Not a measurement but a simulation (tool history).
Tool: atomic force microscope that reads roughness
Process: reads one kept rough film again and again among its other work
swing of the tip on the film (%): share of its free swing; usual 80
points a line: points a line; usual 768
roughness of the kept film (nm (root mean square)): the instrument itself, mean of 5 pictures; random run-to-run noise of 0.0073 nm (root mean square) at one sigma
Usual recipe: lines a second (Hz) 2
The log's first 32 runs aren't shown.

run   hour  lines a second (Hz)  swing of the tip on the film (%)  points a line  roughness of the kept film (nm (root mean square))
 33  326.8                 0.92                                80            768                                               1.607
 34    334                 0.92                                80            768                                               1.598
 35  342.7                    2                                80            328                                               1.498
 36  350.4                    2                                80            328                                                 1.5
 37  360.6                    2                                80            328                                               1.478
 38  369.9                 1.42                                63            328                                               1.632
 39  380.2                 1.38                                81            837                                               1.547
 40  386.6                 1.38                                81            837                                               1.553
 41  398.5                 3.17                                62            317                                               1.566
 42  408.1                 2.14                                62            317                                               1.598

Alternative continuations, all from the tool just after run 42; predict every row:
  A  416.1                  0.7                                81            477                                                   ?
  B  416.1                 2.12                                80            511                                                   ?
  C  416.1                 3.01                                62            317                                                   ?
  D  416.1                 1.34                                62            341                                                   ?

run  roughness of the kept film (nm (root mean square))
  A                                               1.608
  B                                               1.477
  C                                               1.564
  D                                               1.629
With the hidden condition removed and each run's random variation left untouched, the same runs would have given:
run  roughness of the kept film (nm (root mean square))
  A                                               1.659
  B                                               1.523
  C                                               1.614
  D                                                1.68
